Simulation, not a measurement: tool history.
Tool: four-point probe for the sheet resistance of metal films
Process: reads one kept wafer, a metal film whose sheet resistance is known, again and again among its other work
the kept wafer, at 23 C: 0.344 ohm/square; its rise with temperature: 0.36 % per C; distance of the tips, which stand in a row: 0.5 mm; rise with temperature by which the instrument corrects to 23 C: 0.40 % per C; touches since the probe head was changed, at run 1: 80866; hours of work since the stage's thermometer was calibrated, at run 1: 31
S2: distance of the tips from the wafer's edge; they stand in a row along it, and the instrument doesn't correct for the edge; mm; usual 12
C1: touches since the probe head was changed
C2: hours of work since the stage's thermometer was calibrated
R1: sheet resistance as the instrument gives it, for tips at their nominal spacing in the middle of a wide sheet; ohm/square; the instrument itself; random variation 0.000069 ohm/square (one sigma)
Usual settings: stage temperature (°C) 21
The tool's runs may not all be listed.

Run 1, hour 0: usual settings; C1 80866; C2 31. Result: R1 0.340847 ohm/square.
Run 2, hour 7.7: usual settings; C1 81359; C2 37. Result: R1 0.340763 ohm/square.
Run 3, hour 26.4: usual settings; C1 82549; C2 51. Result: R1 0.340798 ohm/square.
Run 4, hour 43.4: usual settings; C1 83637; C2 63. Result: R1 0.340822 ohm/square.
Run 5, hour 51.1: usual settings; C1 84126; C2 69. Result: R1 0.340825 ohm/square.
At hour 52.4: stage's thermometer calibrated.
Run 6, hour 65.5: usual settings but S2 3 mm; C1 85016; C2 10. Result: R1 0.345398 ohm/square.
Run 7, hour 81.3: usual settings but S2 3 mm; C1 86027; C2 21. Result: R1 0.345585 ohm/square.
Run 8, hour 100: usual settings but S2 3 mm; C1 87220; C2 35. Result: R1 0.345544 ohm/square.
Run 9, hour 112.7: usual settings but stage temperature (°C) 30; C1 88033; C2 44. Result: R1 0.339519 ohm/square.
Run 10, hour 124.7: usual settings but stage temperature (°C) 30; C1 88796; C2 53. Result: R1 0.339527 ohm/square.
At hour 127.6: stage's thermometer calibrated, once more.
Run 11, hour 138.5: usual settings but stage temperature (°C) 30, S2 14 mm; C1 89645; C2 8. Result: R1 0.339455 ohm/square.
Run 12, hour 147: usual settings but stage temperature (°C) 25, S2 10 mm; C1 90186; C2 14. Result: R1 0.340272 ohm/square.
Run 13, hour 161.3: usual settings but stage temperature (°C) 25, S2 10 mm; C1 91099; C2 25. Result: R1 0.340353 ohm/square.

The next listed run, before its measurement:
Run 14, hour 171: usual settings but stage temperature (°C) 25, S2 10 mm; C1 91721; C2 32. Result: R1 ?.

Run 14 gave R1 0.340266 ohm/square.
Without the tool's hidden state the same run would have given R1 0.344118 ohm/square.
